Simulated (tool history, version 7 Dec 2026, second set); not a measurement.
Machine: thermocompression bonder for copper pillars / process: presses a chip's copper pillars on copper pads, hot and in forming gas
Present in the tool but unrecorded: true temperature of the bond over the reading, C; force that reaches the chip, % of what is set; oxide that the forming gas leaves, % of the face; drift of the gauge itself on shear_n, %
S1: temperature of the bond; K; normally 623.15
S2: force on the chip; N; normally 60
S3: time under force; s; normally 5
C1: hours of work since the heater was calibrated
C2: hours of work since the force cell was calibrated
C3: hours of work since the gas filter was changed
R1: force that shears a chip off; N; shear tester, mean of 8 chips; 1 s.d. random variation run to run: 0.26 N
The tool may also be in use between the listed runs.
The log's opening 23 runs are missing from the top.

Run 24, hour 179: usual settings but S1 650.15 K, S2 65 N, S3 6 s; C1 203; C2 216; C3 289. Result: R1 70.8 N.
Run 25, hour 185: usual settings but S1 619.15 K, S2 65 N, S3 6 s; C1 206; C2 219; C3 292. Result: R1 58.7 N.
Run 26, hour 190.3: usual settings but S1 619.15 K, S2 41 N; C1 209; C2 221; C3 294. Result: R1 35.8 N.
Run 27, hour 199.2: usual settings but S1 619.15 K, S2 41 N; C1 213; C2 226; C3 299. Result: R1 35.9 N.
Run 28, hour 209.1: usual settings but S2 54 N; C1 218; C2 230; C3 304. Result: R1 48.2 N.
Run 29, hour 217.5: usual settings but S3 10 s; C1 222; C2 235; C3 308. Result: R1 65.7 N.
Run 30, hour 222.5: usual settings but S3 10 s; C1 225; C2 237; C3 310. Result: R1 66.2 N.
Run 31, hour 233.1: usual settings but S3 10 s; C1 230; C2 242; C3 315. Result: R1 65.6 N.
Run 32, hour 242.3: usual settings but S3 10 s; C1 234; C2 247; C3 320. Result: R1 65.6 N.
Run 33, hour 253.2: usual settings but S1 651.15 K, S2 64 N; C1 240; C2 252; C3 325. Result: R1 66.6 N.
Run 34, hour 258.4: usual settings but S1 651.15 K, S2 64 N; C1 242; C2 255; C3 328. Result: R1 67.2 N.

For run 35, what comes out?
Run 35, hour 267: usual settings but S1 633.15 K, S2 64 N; C1 247; C2 259; C3 332. Result: R1 ?.

{"run 35": {"R1": 59.6}}
If the tool had no hidden condition, the same run with the same run-to-run variation would have returned R1 61.8 N.

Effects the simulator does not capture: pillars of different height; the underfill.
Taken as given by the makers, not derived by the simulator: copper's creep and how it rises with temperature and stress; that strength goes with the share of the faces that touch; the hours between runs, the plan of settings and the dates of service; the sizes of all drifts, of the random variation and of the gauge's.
